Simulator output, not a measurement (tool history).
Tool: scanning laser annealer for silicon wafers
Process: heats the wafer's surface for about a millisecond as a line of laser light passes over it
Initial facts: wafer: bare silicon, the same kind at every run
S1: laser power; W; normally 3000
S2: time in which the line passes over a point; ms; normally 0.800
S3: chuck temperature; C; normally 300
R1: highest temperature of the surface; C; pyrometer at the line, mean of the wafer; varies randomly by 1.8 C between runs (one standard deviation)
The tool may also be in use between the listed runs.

run 1 day=0.000 | S1=3000 S2=0.800 S3=300 | R1=1033
run 2 day=3.392 | S1=3000 S2=0.800 S3=300 | R1=1030
run 3 day=7.296 | S1=3000 S2=0.800 S3=300 | R1=1022
run 4 day=10.042 | S1=3055 S2=0.800 S3=300 | R1=1030
run 5 day=14.029 | S1=3055 S2=0.800 S3=300 | R1=1026
run 6 day=17.033 | S1=3055 S2=0.800 S3=300 | R1=1023
run 7 day=18.700 | S1=3055 S2=0.800 S3=300 | R1=1018
-- day=21.350 optics aligned, line set to its width
run 8 day=22.721 | S1=3055 S2=0.800 S3=300 | R1=1025
-- day=22.983 window over the wafer cleaned
run 9 day=24.421 | S1=3055 S2=0.800 S3=339 | R1=1105
run 10 day=27.638 | S1=3055 S2=0.800 S3=339 | R1=1103
run 11 day=29.888 | S1=3055 S2=0.800 S3=339 | R1=1098
run 12 day=32.396 | S1=3000 S2=0.575 S3=300 | R1=925
run 13 day=34.004 | S1=3051 S2=0.571 S3=271 | R1=904
run 14 day=36.892 | S1=3075 S2=0.629 S3=300 | R1=968
run 15 day=40.738 | S1=3075 S2=0.809 S3=265 | R1=1017

Predict the results of run 16:
run 16 day=42.425 | S1=3075 S2=0.809 S3=265 | R1=?

R1: 1013 C
Take away the tool's hidden state, keep the run-to-run variation as it was, and the same run would have given R1 1050 C.
